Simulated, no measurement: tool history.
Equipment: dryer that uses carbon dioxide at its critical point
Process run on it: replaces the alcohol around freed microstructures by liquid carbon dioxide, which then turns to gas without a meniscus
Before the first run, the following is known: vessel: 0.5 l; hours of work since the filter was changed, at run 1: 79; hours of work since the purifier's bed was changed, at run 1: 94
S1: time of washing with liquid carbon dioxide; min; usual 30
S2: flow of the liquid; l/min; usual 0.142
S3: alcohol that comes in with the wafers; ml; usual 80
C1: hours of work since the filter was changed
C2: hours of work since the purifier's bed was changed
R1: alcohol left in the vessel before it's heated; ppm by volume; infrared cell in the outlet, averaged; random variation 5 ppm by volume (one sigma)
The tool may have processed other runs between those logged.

run 1 hour=0.0 | S1=30 S2=0.142 S3=80 | C1=79 C2=94 | R1=84
run 2 hour=12.6 | S1=30 S2=0.142 S3=80 | C1=88 C2=103 | R1=82
run 3 hour=20.5 | S1=30 S2=0.142 S3=80 | C1=94 C2=108 | R1=87
run 4 hour=27.8 | S1=30 S2=0.194 S3=80 | C1=99 C2=114 | R1=28
run 5 hour=35.1 | S1=30 S2=0.133 S3=80 | C1=104 C2=119 | R1=137
run 6 hour=42.0 | S1=30 S2=0.142 S3=80 | C1=109 C2=124 | R1=100
run 7 hour=48.6 | S1=30 S2=0.142 S3=80 | C1=114 C2=128 | R1=93
run 8 hour=55.9 | S1=30 S2=0.142 S3=80 | C1=119 C2=134 | R1=88
run 9 hour=68.2 | S1=30 S2=0.142 S3=80 | C1=128 C2=142 | R1=97
run 10 hour=80.1 | S1=30 S2=0.142 S3=80 | C1=136 C2=151 | R1=112
run 11 hour=88.0 | S1=30 S2=0.142 S3=80 | C1=142 C2=156 | R1=107
run 12 hour=95.2 | S1=30 S2=0.142 S3=80 | C1=147 C2=162 | R1=118
run 13 hour=104.4 | S1=30 S2=0.143 S3=80 | C1=153 C2=168 | R1=120
run 14 hour=114.7 | S1=30 S2=0.142 S3=80 | C1=161 C2=176 | R1=119
run 15 hour=125.5 | S1=30 S2=0.218 S3=80 | C1=168 C2=183 | R1=50
run 16 hour=134.2 | S1=30 S2=0.218 S3=80 | C1=175 C2=189 | R1=48
run 17 hour=144.8 | S1=30 S2=0.218 S3=80 | C1=182 C2=197 | R1=54
run 18 hour=152.8 | S1=30 S2=0.218 S3=80 | C1=188 C2=203 | R1=53
run 19 hour=161.4 | S1=30 S2=0.218 S3=80 | C1=194 C2=209 | R1=50
run 20 hour=168.1 | S1=30 S2=0.218 S3=80 | C1=199 C2=214 | R1=57
run 21 hour=175.8 | S1=30 S2=0.202 S3=80 | C1=204 C2=219 | R1=58
run 22 hour=184.9 | S1=30 S2=0.202 S3=80 | C1=211 C2=226 | R1=68
run 23 hour=190.8 | S1=30 S2=0.202 S3=80 | C1=215 C2=230 | R1=68
run 24 hour=202.8 | S1=21 S2=0.202 S3=27 | C1=224 C2=238 | R1=87
run 25 hour=214.3 | S1=19 S2=0.142 S3=80 | C1=232 C2=247 | R1=1607
run 26 hour=222.4 | S1=19 S2=0.142 S3=80 | C1=238 C2=252 | R1=1610
run 27 hour=227.7 | S1=19 S2=0.142 S3=80 | C1=241 C2=256 | R1=1650
run 28 hour=234.7 | S1=19 S2=0.142 S3=80 | C1=246 C2=261 | R1=1680
run 29 hour=245.8 | S1=19 S2=0.151 S3=80 | C1=254 C2=269 | R1=1243
-- hour=249.3 inlet filter changed
run 30 hour=256.2 | S1=27 S2=0.102 S3=41 | C1=5 C2=276 | R1=512
run 31 hour=265.3 | S1=30 S2=0.107 S3=55 | C1=11 C2=282 | R1=320
run 32 hour=273.7 | S1=30 S2=0.120 S3=80 | C1=17 C2=288 | R1=238
run 33 hour=286.5 | S1=30 S2=0.120 S3=80 | C1=27 C2=297 | R1=247
run 34 hour=292.0 | S1=41 S2=0.110 S3=42 | C1=30 C2=301 | R1=99
run 35 hour=297.5 | S1=41 S2=0.110 S3=42 | C1=34 C2=305 | R1=95
run 36 hour=303.3 | S1=30 S2=0.142 S3=58 | C1=38 C2=309 | R1=112
run 37 hour=311.6 | S1=30 S2=0.142 S3=53 | C1=44 C2=315 | R1=119
run 38 hour=316.9 | S1=30 S2=0.142 S3=53 | C1=48 C2=319 | R1=110
run 39 hour=322.2 | S1=30 S2=0.142 S3=53 | C1=52 C2=323 | R1=112
run 40 hour=330.9 | S1=46 S2=0.093 S3=61 | C1=58 C2=329 | R1=124
run 41 hour=337.1 | S1=29 S2=0.195 S3=96 | C1=63 C2=333 | R1=86
run 42 hour=343.2 | S1=44 S2=0.136 S3=65 | C1=67 C2=338 | R1=89
run 43 hour=353.4 | S1=44 S2=0.094 S3=65 | C1=74 C2=345 | R1=169
run 44 hour=360.3 | S1=44 S2=0.097 S3=65 | C1=79 C2=350 | R1=146
run 45 hour=371.8 | S1=30 S2=0.122 S3=65 | C1=87 C2=358 | R1=258

Branching from run 45: 5 alternative next runs. What would each branch give?
run A hour=383.3 | S1=27 S2=0.142 S3=80 | C1=96 C2=366 | R1=?
run B hour=383.3 | S1=26 S2=0.088 S3=76 | C1=96 C2=366 | R1=?
run C hour=383.3 | S1=30 S2=0.142 S3=29 | C1=96 C2=366 | R1=?
run D hour=383.3 | S1=42 S2=0.147 S3=26 | C1=96 C2=366 | R1=?
run E hour=383.3 | S1=30 S2=0.122 S3=55 | C1=96 C2=366 | R1=?

run=A R1=215
run=B R1=2567
run=C R1=112
run=D R1=91
run=E R1=220
Had the tool no hidden state, the same runs would have come out as:
run=A R1=81
run=B R1=1924
run=C R1=16
run=D R1=2
run=E R1=89

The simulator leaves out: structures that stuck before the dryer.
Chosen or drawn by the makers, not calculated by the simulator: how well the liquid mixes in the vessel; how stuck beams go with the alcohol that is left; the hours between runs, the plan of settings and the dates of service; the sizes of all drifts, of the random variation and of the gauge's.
